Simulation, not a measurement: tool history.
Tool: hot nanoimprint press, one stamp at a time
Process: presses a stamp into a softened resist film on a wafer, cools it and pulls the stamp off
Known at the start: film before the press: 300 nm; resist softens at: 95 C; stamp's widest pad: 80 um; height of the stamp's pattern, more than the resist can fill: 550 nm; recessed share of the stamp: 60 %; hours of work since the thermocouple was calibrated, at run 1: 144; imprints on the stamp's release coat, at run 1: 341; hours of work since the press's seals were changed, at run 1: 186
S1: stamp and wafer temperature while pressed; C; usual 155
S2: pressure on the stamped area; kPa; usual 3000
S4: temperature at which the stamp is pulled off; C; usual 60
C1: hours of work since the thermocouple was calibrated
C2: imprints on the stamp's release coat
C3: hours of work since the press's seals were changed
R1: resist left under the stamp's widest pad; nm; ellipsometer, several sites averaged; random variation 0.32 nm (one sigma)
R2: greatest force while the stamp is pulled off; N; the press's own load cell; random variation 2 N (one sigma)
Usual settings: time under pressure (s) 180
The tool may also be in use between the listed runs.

{"run": 1, "hour": 0.0, "S1": 155, "S2": 3000, "time under pressure (s)": 180, "S4": 60, "C1": 144, "C2": 341, "C3": 186, "R1": 146.3, "R2": 156}
{"run": 2, "hour": 12.1, "S1": 155, "S2": 3000, "time under pressure (s)": 180, "S4": 60, "C1": 150, "C2": 387, "C3": 192, "R1": 146.3, "R2": 155}
{"run": 3, "hour": 20.1, "S1": 155, "S2": 3000, "time under pressure (s)": 180, "S4": 60, "C1": 154, "C2": 417, "C3": 196, "R1": 146.3, "R2": 153}
{"run": 4, "hour": 34.5, "S1": 155, "S2": 1920, "time under pressure (s)": 180, "S4": 60, "C1": 160, "C2": 472, "C3": 203, "R1": 183.1, "R2": 156}
{"run": 5, "hour": 43.4, "S1": 155, "S2": 3000, "time under pressure (s)": 180, "S4": 60, "C1": 165, "C2": 506, "C3": 207, "R1": 146.1, "R2": 156}
{"run": 6, "hour": 51.3, "S1": 155, "S2": 4540, "time under pressure (s)": 180, "S4": 60, "C1": 169, "C2": 535, "C3": 211, "R1": 116.4, "R2": 161}
{"run": 7, "hour": 61.3, "S1": 150, "S2": 4540, "time under pressure (s)": 180, "S4": 60, "C1": 173, "C2": 573, "C3": 216, "R1": 138.4, "R2": 159}
{"run": 8, "hour": 78.7, "S1": 155, "S2": 3000, "time under pressure (s)": 180, "S4": 47, "C1": 182, "C2": 640, "C3": 224, "R1": 145.9, "R2": 198}
{"run": 9, "hour": 86.1, "S1": 155, "S2": 3000, "time under pressure (s)": 180, "S4": 60, "C1": 185, "C2": 668, "C3": 228, "R1": 146.4, "R2": 162}
{"run": 10, "hour": 97.9, "S1": 155, "S2": 3000, "time under pressure (s)": 180, "S4": 60, "C1": 191, "C2": 712, "C3": 234, "R1": 146.1, "R2": 163}
{"run": 11, "hour": 106.5, "S1": 155, "S2": 3000, "time under pressure (s)": 180, "S4": 60, "C1": 195, "C2": 745, "C3": 238, "R1": 146.5, "R2": 163}
{"run": 12, "hour": 119.9, "S1": 155, "S2": 3000, "time under pressure (s)": 180, "S4": 60, "C1": 202, "C2": 796, "C3": 244, "R1": 146.2, "R2": 165}
{"run": 13, "hour": 137.2, "S1": 155, "S2": 3000, "time under pressure (s)": 180, "S4": 60, "C1": 210, "C2": 862, "C3": 253, "R1": 145.5, "R2": 164}
{"run": 14, "hour": 148.8, "S1": 155, "S2": 3000, "time under pressure (s)": 180, "S4": 60, "C1": 216, "C2": 905, "C3": 258, "R1": 146.2, "R2": 166}
{"run": 15, "hour": 157.1, "S1": 155, "S2": 3000, "time under pressure (s)": 180, "S4": 60, "C1": 220, "C2": 937, "C3": 262, "R1": 145.6, "R2": 167}
{"run": 16, "hour": 171.2, "S1": 154, "S2": 2380, "time under pressure (s)": 156, "S4": 52, "C1": 226, "C2": 990, "C3": 269, "R1": 175.6, "R2": 192}

The next listed run, before its measurement:
{"run": 17, "hour": 186.1, "S1": 154, "S2": 2380, "time under pressure (s)": 156, "S4": 52, "C1": 234, "C2": 1047, "C3": 276, "R1": "?", "R2": "?"}

{"run 17": {"R1": 176.4, "R2": 192}}
Without the tool's hidden state the same run would have given R1 177.2 nm, R2 170 N.

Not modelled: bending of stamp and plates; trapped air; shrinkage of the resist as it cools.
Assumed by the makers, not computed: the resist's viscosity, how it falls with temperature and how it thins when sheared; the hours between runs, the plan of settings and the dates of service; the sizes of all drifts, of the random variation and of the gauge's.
